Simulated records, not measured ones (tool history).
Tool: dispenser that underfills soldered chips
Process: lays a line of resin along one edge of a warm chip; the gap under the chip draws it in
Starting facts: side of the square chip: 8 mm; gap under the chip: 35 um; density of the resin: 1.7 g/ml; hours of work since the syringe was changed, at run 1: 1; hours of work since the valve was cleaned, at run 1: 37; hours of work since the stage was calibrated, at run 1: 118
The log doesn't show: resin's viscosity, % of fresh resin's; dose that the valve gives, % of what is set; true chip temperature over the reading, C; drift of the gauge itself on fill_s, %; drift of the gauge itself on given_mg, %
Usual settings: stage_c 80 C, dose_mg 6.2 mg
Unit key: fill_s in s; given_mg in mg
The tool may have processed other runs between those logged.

run   hour  stage_c  dose_mg  hours of work since the syringe was changed  hours of work since the valve was cleaned  hours of work since the stage was calibrated  fill_s  given_mg
  1      0       80      6.2                                            1                                         37                                           118    68.3      5.98
  2   10.9       80      6.2                                           10                                         45                                           126   114.6      5.98
      12.8  -- new syringe of resin
  3   20.6       80      6.2                                            6                                         53                                           134    89.6      5.88
      27.6  -- new syringe of resin
  4   32.1       80      6.2                                            4                                         61                                           142    77.6      5.86
  5   38.3       89      6.2                                            8                                         66                                           147    72.7      5.85
      42.7  -- new syringe of resin
  6   47.8       89      6.2                                            4                                         73                                           154      56      5.84
      56.8  -- dispensing valve cleaned and set on the balance
  7   56.8       89      6.2                                           10                                          0                                           161    82.7       6.2
      58.1  -- new syringe of resin
  8   69.1       89      7.4                                            9                                          9                                           170    72.2      7.34
      72.9  -- new syringe of resin
  9   81.3       89      7.4                                            7                                         19                                           179    62.8      7.32
      87.1  -- new syringe of resin
 10   90.7       80      6.2                                            3                                         26                                           187    74.8      6.04
     101.7  -- new syringe of resin
 11  102.8       80      6.2                                            1                                         35                                           196    63.8      6.02
 12  108.8       80     7.41                                            6                                         40                                           201      84      7.15
     116.3  -- new syringe of resin
 13  117.1       80     7.41                                            1                                         46                                           207    62.6      7.17
 14  125.6       80     7.41                                            7                                         53                                           213    90.4      7.09
     130.9  -- new syringe of resin
 15  136.1       67     7.99                                            4                                         61                                           221   130.3      7.53
     145.3  -- new syringe of resin
 16  147.2       90     5.63                                            1                                         69                                           230    46.5      5.32
 17  156.5       90     5.63                                            9                                         76                                           237    72.6      5.27
     160.1  -- new syringe of resin
     162.1  -- dispensing valve cleaned and set on the balance
 18  166.9       91     6.09                                            5                                          4                                           244    51.4      6.05
     175.7  -- new syringe of resin
 19  175.8       94     5.33                                            0                                         11                                           251    36.1       5.3
 20  184.8       78     6.99                                            7                                         18                                           258    98.9      6.81
     190.1  -- new syringe of resin
 21  197.2       79     6.99                                            6                                         27                                           268    87.8      6.83
     205.2  -- new syringe of resin
 22  206.9       73     5.53                                            1                                         34                                           275    87.6      5.31
 23  212.2       93     6.52                                            6                                         39                                           279      50      6.32
 24  218.9       93     6.52                                           11                                         44                                           284    68.2      6.29
     220.2  -- new syringe of resin
 25  225.3       93     6.52                                            4                                         49                                           289    45.3      6.26
     234.8  -- new syringe of resin
 26  237.6       75     5.35                                            2                                         58                                           299    82.3      5.11
     249.1  -- new syringe of resin
 27  249.1       90     6.52                                            0                                         67                                           307    39.3      6.11
 28  260.1       90     6.52                                            9                                         75                                           316    66.6      6.12

Forecast each of these 4 alternatives for the next run:
     263.8  -- new syringe of resin
     266.5  -- dispensing valve cleaned and set on the balance
  A  267.5       66     6.45                                            2                                          1                                           321       ?         ?
     263.8  -- new syringe of resin
     266.5  -- dispensing valve cleaned and set on the balance
  B  267.5       70     5.58                                            2                                          1                                           321       ?         ?
     263.8  -- new syringe of resin
     266.5  -- dispensing valve cleaned and set on the balance
  C  267.5       89     6.52                                            2                                          1                                           321       ?         ?
     263.8  -- new syringe of resin
     266.5  -- dispensing valve cleaned and set on the balance
  D  267.5       82     6.19                                            2                                          1                                           321       ?         ?

run  fill_s  given_mg
  A   120.4      6.46
  B   100.9       5.6
  C    46.1      6.55
  D    62.1      6.18
The same runs, with their run-to-run variation unchanged, on a tool lacking any hidden condition would have given:
run  fill_s  given_mg
  A   119.1      6.45
  B    99.5      5.59
  C    44.9      6.55
  D    60.8      6.17

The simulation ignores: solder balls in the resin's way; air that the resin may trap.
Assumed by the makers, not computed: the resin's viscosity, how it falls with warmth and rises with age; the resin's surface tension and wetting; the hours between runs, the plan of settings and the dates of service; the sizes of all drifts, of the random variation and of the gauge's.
